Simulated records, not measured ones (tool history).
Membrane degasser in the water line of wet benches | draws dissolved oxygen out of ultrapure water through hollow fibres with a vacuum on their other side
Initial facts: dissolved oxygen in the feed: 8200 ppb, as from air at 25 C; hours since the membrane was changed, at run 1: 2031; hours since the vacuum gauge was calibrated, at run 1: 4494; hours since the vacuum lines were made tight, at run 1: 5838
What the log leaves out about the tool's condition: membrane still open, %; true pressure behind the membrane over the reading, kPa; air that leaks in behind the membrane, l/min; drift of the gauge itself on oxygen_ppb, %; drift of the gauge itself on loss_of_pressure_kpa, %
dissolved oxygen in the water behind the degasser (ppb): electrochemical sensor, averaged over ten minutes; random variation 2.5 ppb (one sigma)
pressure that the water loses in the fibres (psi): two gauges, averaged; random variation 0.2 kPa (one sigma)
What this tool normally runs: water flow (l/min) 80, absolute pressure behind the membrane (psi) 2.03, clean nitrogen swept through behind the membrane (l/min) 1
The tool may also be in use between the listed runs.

run	hour	water flow (l/min)	absolute pressure behind the membrane (psi)	clean nitrogen swept through behind the membrane (l/min)	hours since the membrane was changed	hours since the vacuum gauge was calibrated	hours since the vacuum lines were made tight	dissolved oxygen in the water behind the degasser (ppb)	pressure that the water loses in the fibres (psi)
1	0	80	2.03	1	2031	4494	5838	1292.4	6.66
2	97.3	80	2.03	1	2128	4591	5935	1288.8	6.75
3	211.1	80	2.03	1	2242	4705	6049	1292	6.67
4	318.5	80	2.03	1	2349	4812	6156	1287.1	6.724
5	404.8	80	2.03	1	2435	4899	6242	1291.1	6.746
6	547.3	80	2.03	1	2578	5041	6385	1285.9	6.685
7	625.9	80	1.67	1	2656	5120	6463	1020.3	6.717
8	758.6	80	1.67	1	2789	5252	6596	1016.9	6.657
9	826.6	80	1.67	1	2857	5321	6664	1013	6.667
10	939	80	1.67	1	2970	5433	6777	1011.2	6.724
11	1013.6	80	1.67	1	3044	5508	6851	1011.5	6.691
12	1099.6	80	1.67	1	3130	5594	6937	1010.8	6.691
13	1169.2	80	1.67	1	3200	5663	7007	1012.9	6.699
14	1312.3	80	1.67	1	3343	5806	7150	1011.4	6.711
# hour 1408.7: seals of the vacuum lines changed
15	1408.7	49	3.79	0.46	3437	5901	0	2769.1	4.068
16	1531.4	59	4.38	2.87	3560	6023	123	1075.7	4.953
17	1607.5	109	1.54	1.1	3636	6099	199	1071.2	9.114
18	1721.1	80	2.32	2.84	3750	6213	312	713.9	6.711
19	1851.7	76	2.32	2.84	3880	6344	443	680.6	6.37
20	2001.5	76	2.32	2.84	4030	6493	593	679	6.358
21	2149.8	76	1.99	1.6	4178	6642	741	873.1	6.311
22	2266.1	76	1.99	1.6	4295	6758	857	874.5	6.383
23	2341.4	106	2.16	3	4370	6833	933	809.5	8.881
24	2478.2	106	2.16	3	4507	6970	1070	807.6	8.92
25	2578.2	106	2.16	3	4607	7070	1169	802.4	8.885
26	2687.9	64	2.09	0.52	4716	7180	1279	1661.7	5.356

5 options for the next run, each taken on its own from the tool as it stands now. Forecast them:
A	2791.1	69	1.38	0.52	4820	7283	1382	?	?
B	2791.1	69	2.03	1	4820	7283	1382	?	?
C	2791.1	57	2.03	2.4	4820	7283	1382	?	?
D	2791.1	64	2.84	0.52	4820	7283	1382	?	?
E	2791.1	87	2.03	2.24	4820	7283	1382	?	?

run	dissolved oxygen in the water behind the degasser (ppb)	pressure that the water loses in the fibres (psi)
A	1039.3	5.817
B	1148.1	5.81
C	516.6	4.793
D	2282.6	5.379
E	778.3	7.353
Take away the tool's hidden state, keep each run's random variation, and the runs would have read:
run	dissolved oxygen in the water behind the degasser (ppb)	pressure that the water loses in the fibres (psi)
A	1062	5.815
B	1173.3	5.806
C	528	4.791
D	2332.9	5.377
E	795.3	7.349
